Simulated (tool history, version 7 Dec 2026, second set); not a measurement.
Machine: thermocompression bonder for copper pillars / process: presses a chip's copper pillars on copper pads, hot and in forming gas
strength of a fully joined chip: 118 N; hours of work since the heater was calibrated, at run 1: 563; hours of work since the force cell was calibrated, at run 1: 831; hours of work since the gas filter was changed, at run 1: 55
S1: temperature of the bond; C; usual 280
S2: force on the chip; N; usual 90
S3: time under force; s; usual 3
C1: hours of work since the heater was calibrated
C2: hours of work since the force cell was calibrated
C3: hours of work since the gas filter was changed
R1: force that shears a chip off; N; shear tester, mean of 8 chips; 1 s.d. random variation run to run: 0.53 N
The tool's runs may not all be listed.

run    hour   S1   S2  S3    C1    C2   C3    R1
  1     0.0  280   90   3   563   831   55  59.0
  2    58.9  293   90   3   605   872   97  67.7
       76.7  -- forming gas filter changed
  3   100.4  293   90   3   634   901   17  70.3
  4   150.3  280   90   3   669   936   52  60.1
      235.8  -- forming gas filter changed
  5   237.3  280   96   3   730   997    1  66.0
  6   277.9  280   90   3   759  1026   30  59.9
  7   357.2  280   90   3   814  1082   86  59.7
      393.5  -- forming gas filter changed
  8   444.7  307   90   3   876  1143   36  82.1
  9   509.7  280   90   3   922  1189   82  61.1
      550.5  -- forming gas filter changed
 10   581.1  280   90   3   972  1239   22  63.2
 11   648.6  280   90   3  1019  1287   69  60.5
      705.8  -- forming gas filter changed
 12   713.9  280   90   3  1065  1332    6  64.0
      727.5  -- force cell calibrated
 13   750.6  280   90   3  1090    16   31  59.3
 14   815.6  285   77   2  1136    62   76  45.8
      864.9  -- forming gas filter changed
 15   870.7  278   77   2  1174   101    4  43.2
 16   935.3  276   71   2  1220   146   50  38.3
 17   982.3  269  100   9  1253   179   83  77.2
     1019.6  -- forming gas filter changed
 18  1060.4  269  100   9  1308   234   29  79.9
 19  1126.3  269  100   9  1354   281   75  78.2
     1177.2  -- forming gas filter changed
 20  1197.5  254   68   8  1404   330   14  45.9
 21  1258.0  269  118   2  1447   373   57  57.8
     1292.4  -- heater calibrated with a thermocouple chip
 22  1320.8  280   55   3    20   416  100  32.7
     1333.9  -- forming gas filter changed
 23  1382.9  280   55   3    63   459   35  34.2
 24  1460.0  280   90   5   118   514   89  65.7
     1491.1  -- forming gas filter changed
 25  1495.8  252   71   4   143   539    3  32.8
 26  1533.4  252   71   4   169   565   30  33.4

3 options for the next run, each taken on its own from the tool as it stands now. Forecast them:
  A  1615.0  307  92   3  227  623  87   ?
  B  1615.0  285  69   8  227  623  87   ?
  C  1615.0  305  61   4  227  623  87   ?

run    R1
  A  77.5
  B  65.0
  C  59.2
Take away the tool's hidden state, keep each run's random variation, and the runs would have read:
run    R1
  A  78.9
  B  65.8
  C  59.7

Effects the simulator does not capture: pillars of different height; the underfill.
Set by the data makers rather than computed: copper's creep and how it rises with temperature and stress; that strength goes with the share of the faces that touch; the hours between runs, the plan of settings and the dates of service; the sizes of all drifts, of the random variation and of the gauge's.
